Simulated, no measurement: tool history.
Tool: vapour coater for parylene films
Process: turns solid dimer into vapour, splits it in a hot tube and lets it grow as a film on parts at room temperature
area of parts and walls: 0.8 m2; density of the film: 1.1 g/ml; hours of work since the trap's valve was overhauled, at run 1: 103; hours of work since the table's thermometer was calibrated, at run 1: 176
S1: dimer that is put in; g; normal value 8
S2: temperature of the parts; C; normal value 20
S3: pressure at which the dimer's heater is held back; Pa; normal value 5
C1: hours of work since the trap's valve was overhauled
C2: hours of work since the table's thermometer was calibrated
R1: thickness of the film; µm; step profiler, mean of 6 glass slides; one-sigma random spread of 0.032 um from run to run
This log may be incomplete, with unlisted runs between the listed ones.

{"run": 1, "hour": 0.0, "S1": 8, "S2": 20, "S3": 5, "C1": 103, "C2": 176, "R1": 6.36}
{"run": 2, "hour": 24.8, "S1": 8, "S2": 20, "S3": 5, "C1": 116, "C2": 190, "R1": 6.4}
{"run": 3, "hour": 37.7, "S1": 8, "S2": 20, "S3": 5, "C1": 123, "C2": 197, "R1": 6.31}
{"run": 4, "hour": 58.5, "S1": 8, "S2": 12, "S3": 5, "C1": 135, "C2": 208, "R1": 8.26}
{"run": 5, "hour": 78.7, "S1": 8, "S2": 12, "S3": 5, "C1": 146, "C2": 220, "R1": 8.21}
{"run": 6, "hour": 103.4, "S1": 8, "S2": 20, "S3": 5, "C1": 159, "C2": 233, "R1": 6.33}
{"run": 7, "hour": 126.3, "S1": 8, "S2": 20, "S3": 5, "C1": 172, "C2": 246, "R1": 6.33}
{"run": 8, "hour": 144.2, "S1": 8, "S2": 20, "S3": 5, "C1": 182, "C2": 256, "R1": 6.26}
{"run": 9, "hour": 155.5, "S1": 8, "S2": 20, "S3": 5, "C1": 188, "C2": 262, "R1": 6.33}
{"run": 10, "hour": 166.8, "S1": 8, "S2": 13, "S3": 5, "C1": 194, "C2": 268, "R1": 7.89}
{"run": 11, "hour": 189.3, "S1": 8, "S2": 13, "S3": 5, "C1": 207, "C2": 280, "R1": 7.92}
{"run": 12, "hour": 214.0, "S1": 8, "S2": 13, "S3": 5, "C1": 220, "C2": 294, "R1": 7.84}
{"run": 13, "hour": 224.5, "S1": 8, "S2": 18, "S3": 5, "C1": 226, "C2": 300, "R1": 6.73}
{"run": 14, "hour": 245.1, "S1": 8, "S2": 31, "S3": 5, "C1": 237, "C2": 311, "R1": 4.38}
{"run": 15, "hour": 265.2, "S1": 8, "S2": 20, "S3": 5, "C1": 248, "C2": 322, "R1": 6.26}
{"run": 16, "hour": 287.7, "S1": 8, "S2": 19, "S3": 5, "C1": 260, "C2": 334, "R1": 6.49}
{"run": 17, "hour": 307.7, "S1": 8, "S2": 19, "S3": 5, "C1": 271, "C2": 345, "R1": 6.43}
{"run": 18, "hour": 321.6, "S1": 8, "S2": 19, "S3": 5, "C1": 279, "C2": 353, "R1": 6.44}
{"run": 19, "hour": 338.9, "S1": 8, "S2": 19, "S3": 5, "C1": 289, "C2": 362, "R1": 6.45}
{"run": 20, "hour": 356.1, "S1": 8, "S2": 19, "S3": 5, "C1": 298, "C2": 372, "R1": 6.44}
{"run": 21, "hour": 369.2, "S1": 8, "S2": 19, "S3": 5, "C1": 305, "C2": 379, "R1": 6.43}
{"run": 22, "hour": 381.4, "S1": 8, "S2": 19, "S3": 5, "C1": 312, "C2": 386, "R1": 6.44}
{"run": 23, "hour": 395.0, "S1": 4, "S2": 14, "S3": 6.53, "C1": 319, "C2": 393, "R1": 3.68}
{"run": 24, "hour": 410.8, "S1": 9, "S2": 17, "S3": 6.53, "C1": 328, "C2": 402, "R1": 7.5}
{"run": 25, "hour": 427.2, "S1": 5, "S2": 20, "S3": 6.55, "C1": 337, "C2": 411, "R1": 3.76}
{"run": 26, "hour": 450.0, "S1": 11, "S2": 20, "S3": 2.43, "C1": 350, "C2": 423, "R1": 9.36}
{"run": 27, "hour": 465.2, "S1": 11, "S2": 20, "S3": 2.43, "C1": 358, "C2": 432, "R1": 9.23}
{"run": 28, "hour": 488.9, "S1": 10, "S2": 15, "S3": 2.72, "C1": 371, "C2": 445, "R1": 9.82}
{"run": 29, "hour": 510.5, "S1": 10, "S2": 31, "S3": 11.11, "C1": 383, "C2": 457, "R1": 4.9}
{"run": 30, "hour": 534.5, "S1": 4, "S2": 18, "S3": 10.2, "C1": 396, "C2": 470, "R1": 3.03}
{"run": 31, "hour": 549.3, "S1": 8, "S2": 29, "S3": 4.56, "C1": 404, "C2": 478, "R1": 4.65}
{"run": 32, "hour": 573.2, "S1": 11, "S2": 29, "S3": 5.81, "C1": 417, "C2": 491, "R1": 6.22}
{"hour": 586.1, "done": "gauge calibrated"}
{"run": 33, "hour": 593.8, "S1": 8, "S2": 15, "S3": 5, "C1": 428, "C2": 502, "R1": 7.47}
{"run": 34, "hour": 605.2, "S1": 6, "S2": 13, "S3": 2.39, "C1": 435, "C2": 509, "R1": 6.56}
{"run": 35, "hour": 626.4, "S1": 11, "S2": 13, "S3": 6.09, "C1": 446, "C2": 520, "R1": 10.73}
{"run": 36, "hour": 638.1, "S1": 8, "S2": 20, "S3": 5.72, "C1": 453, "C2": 527, "R1": 6.25}
{"run": 37, "hour": 662.3, "S1": 8, "S2": 20, "S3": 5.72, "C1": 466, "C2": 540, "R1": 6.21}
{"run": 38, "hour": 680.9, "S1": 8, "S2": 20, "S3": 3.26, "C1": 476, "C2": 550, "R1": 6.59}
{"run": 39, "hour": 694.1, "S1": 4, "S2": 23, "S3": 4, "C1": 483, "C2": 557, "R1": 2.95}
{"run": 40, "hour": 709.7, "S1": 5, "S2": 20, "S3": 4.26, "C1": 492, "C2": 566, "R1": 4.01}
{"run": 41, "hour": 728.9, "S1": 5, "S2": 20, "S3": 4.26, "C1": 503, "C2": 576, "R1": 4.01}
{"run": 42, "hour": 752.2, "S1": 7, "S2": 20, "S3": 3.75, "C1": 515, "C2": 589, "R1": 5.67}
{"run": 43, "hour": 773.8, "S1": 7, "S2": 20, "S3": 5, "C1": 527, "C2": 601, "R1": 5.53}
{"run": 44, "hour": 795.0, "S1": 14, "S2": 20, "S3": 3.38, "C1": 539, "C2": 613, "R1": 11.41}

Alternative continuations, all from the tool just after run 44; predict every row:
{"hour": 805.8, "done": "gauge calibrated"}
{"run": "A", "hour": 816.0, "S1": 14, "S2": 17, "S3": 2.08, "C1": 550, "C2": 624, "R1": "?"}
{"hour": 805.8, "done": "gauge calibrated"}
{"run": "B", "hour": 816.0, "S1": 8, "S2": 20, "S3": 3.61, "C1": 550, "C2": 624, "R1": "?"}
{"hour": 805.8, "done": "gauge calibrated"}
{"run": "C", "hour": 816.0, "S1": 7, "S2": 21, "S3": 2.18, "C1": 550, "C2": 624, "R1": "?"}
{"hour": 805.8, "done": "gauge calibrated"}
{"run": "D", "hour": 816.0, "S1": 8, "S2": 27, "S3": 2.68, "C1": 550, "C2": 624, "R1": "?"}

run=A R1=13.62
run=B R1=6.59
run=C R1=5.9
run=D R1=5.44
Without the tool's hidden state the same runs would have given:
run=A R1=13.64
run=B R1=6.6
run=C R1=5.91
run=D R1=5.45
